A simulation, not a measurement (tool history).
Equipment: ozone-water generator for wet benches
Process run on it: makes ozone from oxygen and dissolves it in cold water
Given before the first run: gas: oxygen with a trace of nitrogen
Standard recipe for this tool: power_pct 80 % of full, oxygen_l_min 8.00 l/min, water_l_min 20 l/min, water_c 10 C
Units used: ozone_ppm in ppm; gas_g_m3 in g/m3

run,day,power_pct,oxygen_l_min,water_l_min,water_c,ozone_ppm,gas_g_m3
1,0.000,80,8.00,20,10,31.7,179.2
2,1.604,80,8.00,20,10,31.2,178.4
3,3.438,80,8.00,27,10,24.5,177.4
4,4.721,80,8.97,20,10,31.1,167.7
5,6.896,80,4.70,20,10,31.1,240.2
6,9.212,80,4.70,20,10,31.1,242.6
7,10.646,80,8.00,20,17,27.9,179.1
8,11.767,80,8.00,20,17,27.8,180.4
9,14.429,80,8.00,20,17,28.2,179.4
10,17.196,80,8.00,20,16,28.0,179.6
11,18.750,80,8.00,20,16,28.2,179.3
12,20.800,80,8.00,20,16,27.9,181.3
13,22.875,80,8.00,20,16,28.1,179.8
14,24.542,80,8.00,20,16,28.4,179.7
15,26.125,80,8.00,20,10,31.2,180.8
16,28.896,80,8.00,20,10,31.6,182.1
17,30.396,80,8.00,20,10,31.4,180.9
18,32.792,46,8.00,20,5,21.2,115.0
19,33.908,80,8.00,20,7,32.7,183.6
20,35.600,80,8.52,20,9,31.4,176.6
21,37.275,80,8.24,18,18,28.7,177.8
22,39.029,80,8.00,20,18,27.3,182.0
23,40.858,80,8.00,18,10,33.7,179.7
24,42.150,80,10.64,20,10,30.6,156.9
25,44.525,80,10.99,18,10,32.5,154.5
26,46.408,48,8.00,20,9,20.7,119.7
27,48.229,48,8.00,20,9,21.0,119.4
28,50.196,48,8.00,20,9,20.8,120.5
29,51.862,48,8.00,20,9,20.9,120.9
30,53.667,42,8.00,14,10,23.4,108.1
31,55.892,70,4.85,20,5,29.5,215.4
32,58.179,90,4.85,13,5,51.3,267.6
33,60.475,40,6.74,13,5,26.2,113.6

Hidden state or all else? Some run-to-run changes of gas_g_m3, split into what the settings, what came in and random variation would give without the hidden state, and what is left for the hidden state (with any gauge scatter that isn't in both results):
What the log doesn't record here: yield of the discharge, % of new electrodes'; contactor's efficiency, % of a clean one's; true water temperature over the reading, C; drift of the gauge itself on ozone_ppm, %; drift of the gauge itself on gas_g_m3, %.
Run 4 -> 5: oxygen_l_min 8.97 -> 4.70. gas_g_m3 +72.5 g/m3: hidden state +0.3, all else +72.2.
Run 30 -> 31: power_pct 42 -> 70, oxygen_l_min 8.00 -> 4.85, water_l_min 14 -> 20, water_c 10 -> 5. gas_g_m3 +107.3 g/m3: hidden state +2.5, all else +104.8.
Run 31 -> 32: power_pct 70 -> 90, water_l_min 20 -> 13. gas_g_m3 +52.2 g/m3: hidden state +1.4, all else +50.8.
Run 32 -> 33: power_pct 90 -> 40, oxygen_l_min 4.85 -> 6.74. gas_g_m3 -154.0 g/m3: hidden state -3.4, all else -150.6.
